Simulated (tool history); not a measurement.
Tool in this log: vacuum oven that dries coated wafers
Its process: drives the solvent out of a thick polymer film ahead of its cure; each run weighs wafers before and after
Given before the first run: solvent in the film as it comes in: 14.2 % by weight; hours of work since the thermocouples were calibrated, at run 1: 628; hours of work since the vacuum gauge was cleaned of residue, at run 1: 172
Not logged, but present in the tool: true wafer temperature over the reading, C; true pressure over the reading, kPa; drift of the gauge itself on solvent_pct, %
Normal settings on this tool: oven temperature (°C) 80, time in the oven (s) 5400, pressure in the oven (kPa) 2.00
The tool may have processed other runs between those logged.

run	hour	oven temperature (°C)	time in the oven (s)	pressure in the oven (kPa)	hours of work since the thermocouples were calibrated	hours of work since the vacuum gauge was cleaned of residue	solvent left in the film (%)
1	0.0	80	5400	2.00	628	172	2.10
2	13.2	80	5400	2.00	633	177	2.13
3	26.3	80	5160	2.00	639	183	2.26
4	43.1	80	5160	2.00	645	190	2.26
5	58.3	80	5160	2.00	652	196	2.28
6	77.5	80	5160	2.00	659	204	2.27
7	105.4	80	5400	2.00	671	215	2.14
8	132.3	80	5400	2.00	682	226	2.16
9	145.7	80	5400	2.00	687	232	2.14
10	164.9	80	5400	2.00	695	239	2.12
11	178.2	80	5400	2.00	701	245	2.11
12	193.4	80	5400	2.00	707	251	2.11
13	221.7	80	5400	2.00	718	263	2.13
14	239.9	80	5400	2.00	726	270	2.12
15	260.9	80	5400	2.00	734	279	2.13
16	284.4	80	5400	2.00	744	288	2.17
17	306.7	80	5400	2.00	753	297	2.16
18	327.1	80	5400	2.00	761	306	2.13
19	354.7	80	5400	1.89	773	317	2.09
20	381.3	90	5400	1.89	784	328	0.90
21	403.4	72	5400	2.00	793	337	3.66
22	431.6	80	3960	2.00	804	348	3.08
23	461.2	80	5400	6.15	816	361	3.78
24	482.5	80	9180	6.15	825	369	2.93
25	497.2	80	4560	1.15	831	375	2.26
26	516.1	82	3600	1.15	839	383	2.72
27	528.5	80	2760	4.25	844	388	5.12
28	544.3	86	7440	2.73	850	394	1.13
29	569.8	94	9240	4.19	861	405	1.08
30	582.2	94	9240	4.19	866	410	1.10
31	601.7	71	9240	4.19	874	418	3.53
32	628.6	80	5640	5.61	885	429	3.46
33	648.2	80	5640	5.61	893	437	3.48
34	672.3	73	5580	5.61	903	447	5.08
35	699.0	69	5400	5.20	913	458	6.04
36	723.8	69	5400	3.88	924	468	5.36
37	736.3	69	5400	3.88	929	473	5.32
38	755.4	69	5400	3.88	937	481	5.33
39	782.2	80	9420	5.43	947	492	2.58
40	795.4	73	6900	2.06	953	497	2.70
41	818.7	73	4020	3.15	962	507	5.01
42	845.8	80	3900	3.51	973	518	3.65
43	866.6	80	7980	1.58	982	526	1.18
44	885.1	80	7980	1.58	990	534	1.20
45	905.5	80	7980	1.58	998	542	1.18
46	927.8	92	5400	2.92	1007	551	1.09
47	944.8	92	5400	2.92	1014	558	1.09
48	974.2	77	3660	2.00	1026	570	4.01

Here are 3 independent what-if runs from the current tool condition. What would each one return?
A	995.3	77	3660	7.66	1035	579	?
B	995.3	89	3060	1.49	1035	579	?
C	995.3	67	5880	2.87	1035	579	?

run	solvent left in the film (%)
A	6.16
B	2.19
C	5.03
Without the tool's hidden state the same runs would have given:
run	solvent left in the film (%)
A	6.15
B	2.18
C	5.02

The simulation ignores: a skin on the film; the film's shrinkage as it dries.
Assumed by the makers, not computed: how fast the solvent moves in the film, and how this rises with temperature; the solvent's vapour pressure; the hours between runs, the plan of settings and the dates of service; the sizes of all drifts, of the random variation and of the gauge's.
